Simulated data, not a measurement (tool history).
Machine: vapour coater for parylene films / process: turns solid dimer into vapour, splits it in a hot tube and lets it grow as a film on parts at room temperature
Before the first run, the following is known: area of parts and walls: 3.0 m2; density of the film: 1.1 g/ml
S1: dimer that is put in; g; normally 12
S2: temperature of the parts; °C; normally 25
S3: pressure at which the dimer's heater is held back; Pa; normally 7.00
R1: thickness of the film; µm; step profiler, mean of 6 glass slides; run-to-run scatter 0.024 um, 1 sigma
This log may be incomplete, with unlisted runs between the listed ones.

run,hour,S1,S2,S3,R1
1,0.0,12,25,7.00,1.51
2,54.3,12,25,7.00,1.49
3,103.2,12,25,7.00,1.47
4,142.5,12,25,7.00,1.49
5,187.4,12,32,7.00,1.31
6,260.6,13,34,7.00,1.52
7,328.1,13,31,7.57,1.53
8,392.7,13,31,7.57,1.52
9,457.1,13,31,7.57,1.52
10,497.1,11,27,2.83,1.59

Between the runs listed above, the log contained 1 entry, not reproduced here. Where in the sequence does each belong, and how does what the log doesn't record of the tool's condition differ from the listed run before to the listed run after?
In the gap between runs 5 and 6: trap's valve overhauled (hour 218.7)
  vapour lost through the trap's worn valve, %: 13.2 -> 1.2; true temperature of the parts over the reading, C: 0.24 -> 0.25
  the result without the hidden state subtracted from the measured one, R1: -0.20 -> -0.03 µm
